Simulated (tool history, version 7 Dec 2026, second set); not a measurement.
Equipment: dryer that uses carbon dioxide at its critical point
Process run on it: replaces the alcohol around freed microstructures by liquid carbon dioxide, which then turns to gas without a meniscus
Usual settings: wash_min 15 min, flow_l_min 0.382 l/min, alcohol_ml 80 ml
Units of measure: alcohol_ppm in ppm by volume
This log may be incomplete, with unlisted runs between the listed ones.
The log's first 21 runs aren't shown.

run     day  wash_min  flow_l_min  alcohol_ml  alcohol_ppm
 22  24.500        15       0.382          80          820
 23  25.429        17       0.382          80          509
 24  26.917        14       0.382          36          593
 25  28.450        14       0.382          36          607
 26  30.108        14       0.382          36          617
 27  31.733        10       0.615          41          445
 28  32.617        20       0.382          80          372
 29  33.871        22       0.355         105          403

For run 30, what comes out?
 30  34.696        14       0.593          37            ?

Run 30 measured alcohol_ppm 240 ppm by volume.
With the hidden condition absent and the run-to-run variation left alone, this run would have shown alcohol_ppm 18 ppm by volume.

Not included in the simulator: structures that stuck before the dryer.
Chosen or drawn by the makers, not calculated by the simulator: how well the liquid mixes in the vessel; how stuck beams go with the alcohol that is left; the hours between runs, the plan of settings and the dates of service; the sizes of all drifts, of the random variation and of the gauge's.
